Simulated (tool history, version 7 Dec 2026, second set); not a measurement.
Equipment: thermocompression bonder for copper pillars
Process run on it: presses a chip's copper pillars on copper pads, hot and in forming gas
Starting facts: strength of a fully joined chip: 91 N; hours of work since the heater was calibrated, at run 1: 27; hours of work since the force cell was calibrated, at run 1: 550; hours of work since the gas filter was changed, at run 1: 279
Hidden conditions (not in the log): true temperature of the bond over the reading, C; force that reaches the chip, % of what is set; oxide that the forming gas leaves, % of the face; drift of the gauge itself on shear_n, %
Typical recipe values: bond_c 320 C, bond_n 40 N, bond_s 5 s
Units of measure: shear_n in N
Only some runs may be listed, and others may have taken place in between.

run,hour,bond_c,bond_n,bond_s,hours of work since the heater was calibrated,hours of work since the force cell was calibrated,hours of work since the gas filter was changed,shear_n
1,0,320,40,5,27,550,279,59.9
2,12,320,40,5,33,555,284,59.7
3,18.3,320,40,5,35,558,287,58.9
4,29.4,320,40,5,40,562,292,59.5
5,37.5,320,40,5,44,566,295,60
6,51.3,320,40,5,50,572,301,60.4
7,65.8,320,40,5,56,578,307,58.8
8,76.5,320,40,5,61,583,312,59.5
9,88.7,320,40,5,66,588,317,60
10,102.6,320,40,5,72,594,323,58.9
11,112.7,320,40,13,76,599,328,73.4
12,126.7,320,40,13,82,605,334,72
13,137.3,320,40,13,87,609,338,72.2
14,143.9,299,40,5,90,612,341,50.5
15,151.9,320,40,3,93,616,345,50.7
16,161.5,320,40,3,97,620,349,51
17,169.1,350,32,3,101,623,352,55.5
18,179.8,350,32,3,105,628,357,56.1
19,192.9,320,40,3,111,633,362,50.2
20,202.6,320,40,3,115,638,367,51.3
21,216.6,314,49,3,121,644,373,54.4
# hour 226.4: forming gas filter changed
22,226.4,296,49,13,125,648,0,73
23,233.4,296,49,13,128,651,3,74.3
24,244.1,338,40,3,133,655,8,61.6
25,250.7,321,40,5,136,658,11,63
26,262.3,320,42,3,141,663,16,55.7
27,269.3,349,42,3,144,666,19,67.1
28,280.5,320,28,4,149,671,23,47.4
29,290.8,320,28,4,153,676,28,47.9
30,303.9,304,30,5,159,681,34,45.9
31,311.9,304,30,5,162,685,37,46.4

Alternative continuations, all from the tool just after run 31; predict every row:
A,324.1,325,43,3,168,690,42,?
B,324.1,305,40,4,168,690,42,?
C,324.1,304,27,3,168,690,42,?

run,shear_n
A,58.2
B,52.4
C,36.8
Without the tool's hidden state the same runs would have given:
run,shear_n
A,59.2
B,53.3
C,37.5

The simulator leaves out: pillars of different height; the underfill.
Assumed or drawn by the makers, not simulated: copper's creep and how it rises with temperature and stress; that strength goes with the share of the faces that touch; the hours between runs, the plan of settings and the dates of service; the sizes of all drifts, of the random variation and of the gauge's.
